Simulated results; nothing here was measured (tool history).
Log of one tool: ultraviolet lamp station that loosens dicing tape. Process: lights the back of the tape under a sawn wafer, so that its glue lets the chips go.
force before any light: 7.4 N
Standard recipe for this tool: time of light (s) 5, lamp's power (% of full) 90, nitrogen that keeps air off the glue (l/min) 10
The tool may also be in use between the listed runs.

| run | hour | time of light (s) | lamp's power (% of full) | nitrogen that keeps air off the glue (l/min) | force that peels the tape off (N) | light that reached the tape (mJ/cm²) |
|---|---|---|---|---|---|---|
| 1 | 0 | 5 | 90 | 10 | 0.217 | 513 |
| 2 | 13.9 | 5 | 73 | 10 | 0.337 | 421 |
| 3 | 27.4 | 5 | 73 | 10 | 0.341 | 418 |
| 4 | 40.6 | 5 | 93 | 10 | 0.201 | 527 |
| 5 | 49.7 | 5 | 93 | 10 | 0.193 | 529 |
| 6 | 68.3 | 5 | 93 | 10 | 0.198 | 531 |
|  | 70.1 | window cleaned of glue's vapour |
| 7 | 78.5 | 5 | 93 | 10 | 0.214 | 522 |
| 8 | 93.4 | 5 | 85 | 10 | 0.243 | 484 |
| 9 | 107.7 | 5 | 62 | 3 | 1.082 | 347 |
| 10 | 120.9 | 5 | 62 | 8 | 0.614 | 345 |
| 11 | 138.2 | 8 | 88 | 6 | 0.13 | 786 |
|  | 146.9 | window cleaned of glue's vapour, once more |
| 12 | 152.4 | 8 | 73 | 13 | 0.12 | 661 |
| 13 | 167.5 | 8 | 73 | 13 | 0.125 | 662 |

Predict each of these 4 candidate next runs independently; none follows another, all start after run 13:
| A | 187.1 | 4 | 66 | 10 | ? | ? |
| B | 187.1 | 3 | 73 | 4 | ? | ? |
| C | 187.1 | 8 | 73 | 10 | ? | ? |
| D | 187.1 | 2 | 62 | 6 | ? | ? |

| run | force that peels the tape off (N) | light that reached the tape (mJ/cm²) |
|---|---|---|
| A | 0.729 | 299 |
| B | 1.668 | 246 |
| C | 0.142 | 666 |
| D | 2.846 | 136 |
The same runs, with their run-to-run variation unchanged, on a tool lacking any hidden condition would have given:
| run | force that peels the tape off (N) | light that reached the tape (mJ/cm²) |
|---|---|---|
| A | 0.674 | 310 |
| B | 1.581 | 255 |
| C | 0.136 | 690 |
| D | 2.747 | 142 |
